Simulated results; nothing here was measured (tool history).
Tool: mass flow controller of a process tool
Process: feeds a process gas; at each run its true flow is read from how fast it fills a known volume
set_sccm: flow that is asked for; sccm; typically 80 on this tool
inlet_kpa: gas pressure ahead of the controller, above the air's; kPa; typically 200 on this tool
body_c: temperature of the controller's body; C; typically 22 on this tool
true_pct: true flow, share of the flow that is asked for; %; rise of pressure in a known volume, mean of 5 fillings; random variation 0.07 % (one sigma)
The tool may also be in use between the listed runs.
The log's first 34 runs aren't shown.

{"run": 35, "hour": 2972.9, "set_sccm": 80, "inlet_kpa": 200, "body_c": 22, "true_pct": 99.99}
{"run": 36, "hour": 3083.3, "set_sccm": 80, "inlet_kpa": 200, "body_c": 22, "true_pct": 100.11}
{"run": 37, "hour": 3183.9, "set_sccm": 78, "inlet_kpa": 200, "body_c": 20, "true_pct": 100.23}
{"hour": 3231.1, "done": "controller's zero set anew"}
{"run": 38, "hour": 3294.9, "set_sccm": 78, "inlet_kpa": 200, "body_c": 20, "true_pct": 100.34}
{"run": 39, "hour": 3346.0, "set_sccm": 78, "inlet_kpa": 200, "body_c": 20, "true_pct": 100.34}
{"run": 40, "hour": 3400.6, "set_sccm": 78, "inlet_kpa": 200, "body_c": 35, "true_pct": 98.62}
{"run": 41, "hour": 3494.7, "set_sccm": 39, "inlet_kpa": 192, "body_c": 22, "true_pct": 100.01}
{"run": 42, "hour": 3570.5, "set_sccm": 157, "inlet_kpa": 202, "body_c": 34, "true_pct": 99.61}
{"run": 43, "hour": 3624.5, "set_sccm": 157, "inlet_kpa": 202, "body_c": 34, "true_pct": 99.67}
{"run": 44, "hour": 3689.8, "set_sccm": 80, "inlet_kpa": 145, "body_c": 22, "true_pct": 100.26}

What if the next run were any one of these 3? Each begins from the tool's condition after run 44:
{"run": "A", "hour": 3794.0, "set_sccm": 96, "inlet_kpa": 171, "body_c": 23, "true_pct": "?"}
{"run": "B", "hour": 3794.0, "set_sccm": 80, "inlet_kpa": 145, "body_c": 23, "true_pct": "?"}
{"run": "C", "hour": 3794.0, "set_sccm": 80, "inlet_kpa": 169, "body_c": 29, "true_pct": "?"}

run=A true_pct=100.47
run=B true_pct=100.21
run=C true_pct=99.61
Had the tool no hidden state, the same runs would have come out as:
run=A true_pct=99.33
run=B true_pct=99.08
run=C true_pct=98.49
